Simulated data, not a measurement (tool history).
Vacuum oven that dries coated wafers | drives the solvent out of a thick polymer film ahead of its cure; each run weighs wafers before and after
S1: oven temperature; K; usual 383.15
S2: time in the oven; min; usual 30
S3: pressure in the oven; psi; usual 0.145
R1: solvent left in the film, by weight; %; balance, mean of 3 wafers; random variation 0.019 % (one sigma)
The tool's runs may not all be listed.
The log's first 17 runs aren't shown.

Run 18, hour 197.9: usual settings but S2 53 min. Result: R1 0.70 %.
Run 19, hour 211.6: usual settings but S2 53 min. Result: R1 0.71 %.
Run 20, hour 219.0: usual settings but S2 53 min. Result: R1 0.71 %.
Run 21, hour 234.7: usual settings but S1 396.15 K, S2 51 min. Result: R1 0.33 %.
Run 22, hour 243.8: usual settings but S1 396.15 K, S2 51 min. Result: R1 0.34 %.
Run 23, hour 257.3: usual settings but S1 378.15 K, S2 26 min, S3 0.380 psi. Result: R1 4.46 %.
Run 24, hour 267.3: usual settings but S1 378.15 K, S2 26 min, S3 0.380 psi. Result: R1 4.43 %.
Run 25, hour 281.1: usual settings but S1 378.15 K, S2 49 min, S3 0.476 psi. Result: R1 2.59 %.
Run 26, hour 289.2: usual settings but S1 390.15 K, S2 25 min, S3 0.235 psi. Result: R1 1.18 %.
Run 27, hour 304.8: usual settings but S1 390.15 K, S2 25 min, S3 0.235 psi. Result: R1 1.17 %.
Run 28, hour 314.1: usual settings but S1 381.15 K, S2 49 min, S3 0.255 psi. Result: R1 1.30 %.

Run 29 comes next. What will it give?
Run 29, hour 321.1: usual settings but S1 397.15 K, S2 44 min. Result: R1 ?.

R1: 0.36 %
Without the tool's hidden state the same run would have given R1 0.31 %.
